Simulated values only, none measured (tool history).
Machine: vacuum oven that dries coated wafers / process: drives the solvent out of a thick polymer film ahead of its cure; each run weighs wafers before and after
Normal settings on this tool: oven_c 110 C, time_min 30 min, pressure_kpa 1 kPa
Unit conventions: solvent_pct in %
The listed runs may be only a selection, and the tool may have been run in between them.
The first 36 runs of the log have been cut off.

{"run": 37, "day": 63.571, "oven_c": 110, "time_min": 30, "pressure_kpa": 1, "solvent_pct": 1.96}
{"run": 38, "day": 65.8, "oven_c": 110, "time_min": 30, "pressure_kpa": 0.72, "solvent_pct": 1.83}
{"run": 39, "day": 67.171, "oven_c": 124, "time_min": 21, "pressure_kpa": 1.22, "solvent_pct": 0.96}
{"run": 40, "day": 68.617, "oven_c": 122, "time_min": 34, "pressure_kpa": 3.58, "solvent_pct": 1.3}
{"run": 41, "day": 70.225, "oven_c": 110, "time_min": 20, "pressure_kpa": 1, "solvent_pct": 3.85}
{"run": 42, "day": 71.9, "oven_c": 110, "time_min": 20, "pressure_kpa": 1, "solvent_pct": 3.75}
{"run": 43, "day": 73.833, "oven_c": 110, "time_min": 20, "pressure_kpa": 1, "solvent_pct": 3.76}
{"run": 44, "day": 74.871, "oven_c": 97, "time_min": 40, "pressure_kpa": 2.7, "solvent_pct": 5.22}
{"run": 45, "day": 76.804, "oven_c": 107, "time_min": 23, "pressure_kpa": 0.88, "solvent_pct": 3.88}
{"run": 46, "day": 78.542, "oven_c": 110, "time_min": 16, "pressure_kpa": 1, "solvent_pct": 5.13}

4 ways to go on from here, each from the tool as it stands after run 46. What would each give?
{"run": "A", "day": 79.85, "oven_c": 114, "time_min": 44, "pressure_kpa": 3.01, "solvent_pct": "?"}
{"run": "B", "day": 79.85, "oven_c": 97, "time_min": 44, "pressure_kpa": 0.65, "solvent_pct": "?"}
{"run": "C", "day": 79.85, "oven_c": 109, "time_min": 16, "pressure_kpa": 2.54, "solvent_pct": "?"}
{"run": "D", "day": 79.85, "oven_c": 110, "time_min": 23, "pressure_kpa": 1, "solvent_pct": "?"}

run=A solvent_pct=1.51
run=B solvent_pct=3.3
run=C solvent_pct=6.11
run=D solvent_pct=3.1
Without the tool's unlogged condition, the same runs would have read:
run=A solvent_pct=1.38
run=B solvent_pct=3.07
run=C solvent_pct=5.95
run=D solvent_pct=2.94

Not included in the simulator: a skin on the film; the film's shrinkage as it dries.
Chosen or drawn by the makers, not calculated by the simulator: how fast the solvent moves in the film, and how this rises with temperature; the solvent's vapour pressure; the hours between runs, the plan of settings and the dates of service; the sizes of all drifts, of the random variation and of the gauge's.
